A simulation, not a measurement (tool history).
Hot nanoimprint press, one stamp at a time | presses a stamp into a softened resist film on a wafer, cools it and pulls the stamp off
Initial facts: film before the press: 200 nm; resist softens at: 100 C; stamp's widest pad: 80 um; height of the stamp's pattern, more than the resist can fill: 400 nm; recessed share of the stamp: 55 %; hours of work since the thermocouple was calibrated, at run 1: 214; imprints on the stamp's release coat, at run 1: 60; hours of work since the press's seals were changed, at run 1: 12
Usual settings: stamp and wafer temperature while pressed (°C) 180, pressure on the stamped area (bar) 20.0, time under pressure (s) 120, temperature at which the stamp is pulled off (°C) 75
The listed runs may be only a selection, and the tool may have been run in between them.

run,hour,stamp and wafer temperature while pressed (°C),pressure on the stamped area (bar),time under pressure (s),temperature at which the stamp is pulled off (°C),hours of work since the thermocouple was calibrated,imprints on the stamp's release coat,hours of work since the press's seals were changed,resist left under the stamp's widest pad (angstrom),greatest force while the stamp is pulled off (N)
1,0.0,180,20.0,120,75,214,60,12,814.8,235
2,7.1,180,20.0,120,75,217,78,16,813.4,238
3,18.2,180,20.0,120,75,223,106,22,813.2,238
4,29.1,180,30.3,120,75,229,133,27,666.0,243
5,34.6,180,30.3,120,75,231,147,30,665.7,243
6,42.0,180,20.0,120,75,235,165,34,812.5,241
7,51.8,180,20.0,120,75,240,190,39,813.6,245
8,63.4,180,16.5,120,75,246,219,45,888.8,242
9,73.3,180,16.5,120,75,251,244,50,888.0,245
10,81.2,180,16.5,120,75,255,263,54,889.3,249
11,88.2,180,16.5,120,75,259,281,57,889.4,242
12,96.1,180,16.5,120,75,263,300,61,889.4,249
13,107.0,180,16.5,120,75,268,327,67,888.2,255
14,112.4,180,20.0,120,75,271,341,70,813.2,255
15,124.1,180,20.0,120,75,277,370,76,812.6,258
16,134.7,180,20.0,120,75,282,397,81,812.0,255
17,144.0,188,12.4,147,75,287,420,86,720.6,255
18,154.8,180,22.9,120,71,293,447,91,762.5,264
19,166.4,186,24.8,106,71,299,476,97,625.1,266
20,171.6,191,18.8,235,67,301,489,100,431.6,273

Run 21 has not been measured yet. What should we expect?
21,181.8,180,17.4,81,79,307,514,105,?,?

Run 21 measured resist left under the stamp's widest pad (angstrom) 1000.2, greatest force while the stamp is pulled off (N) 260.
Minus the tool's unlogged condition, the same run would have read resist left under the stamp's widest pad (angstrom) 1024.3, greatest force while the stamp is pulled off (N) 230.
